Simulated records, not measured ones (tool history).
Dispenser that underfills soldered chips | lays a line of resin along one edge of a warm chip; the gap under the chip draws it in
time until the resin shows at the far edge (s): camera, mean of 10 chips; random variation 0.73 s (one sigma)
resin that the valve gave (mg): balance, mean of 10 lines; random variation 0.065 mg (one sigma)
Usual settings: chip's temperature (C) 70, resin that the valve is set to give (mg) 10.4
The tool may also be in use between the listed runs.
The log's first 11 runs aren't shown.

run,hour,chip's temperature (C),resin that the valve is set to give (mg),hours of work since the syringe was changed,hours of work since the valve was cleaned,hours of work since the stage was calibrated,time until the resin shows at the far edge (s),resin that the valve gave (mg)
12,42.6,65,10.4,7,50,127,109.1,9.93
# hour 44.6: new syringe of resin
13,47.1,65,10.4,2,53,130,91.6,10.04
14,49.1,70,10.4,3,55,131,77.2,9.91
15,51.5,70,10.4,5,56,133,80.1,10.06
16,55.1,70,10.4,8,59,136,88.2,9.84
# hour 56.5: new syringe of resin
17,59.5,70,10.4,2,62,139,71.3,9.87
18,63.2,70,10.4,5,65,141,79.1,9.99
19,65.9,70,10.4,7,67,143,86.3,9.84
# hour 68.5: new syringe of resin
20,69.5,56,10.7,1,69,146,136.0,10.23
21,73.2,66,10.7,3,72,148,91.1,10.07
22,77.4,74,10.4,6,75,151,68.7,9.90
23,79.9,71,10.4,8,77,153,85.0,9.77
# hour 80.6: new syringe of resin
24,83.8,84,9.6,2,79,156,38.5,9.14
25,88.4,64,12.5,6,83,159,106.6,11.75
26,91.6,64,12.6,8,85,162,115.6,11.89
# hour 92.7: new syringe of resin
27,94.5,80,9.9,1,87,164,43.9,9.44
28,97.8,85,11.3,4,89,166,37.6,10.47
29,102.5,65,9.7,7,93,169,115.5,9.00

The next listed run, before its measurement:
# hour 104.6: new syringe of resin
30,106.4,67,9.9,1,95,172,?,?

{"run 30": {"time until the resin shows at the far edge (s)": 82.4, "resin that the valve gave (mg)": 9.21}}
Without the tool's hidden state the same run would have given time until the resin shows at the far edge (s) 79.5, resin that the valve gave (mg) 9.90.

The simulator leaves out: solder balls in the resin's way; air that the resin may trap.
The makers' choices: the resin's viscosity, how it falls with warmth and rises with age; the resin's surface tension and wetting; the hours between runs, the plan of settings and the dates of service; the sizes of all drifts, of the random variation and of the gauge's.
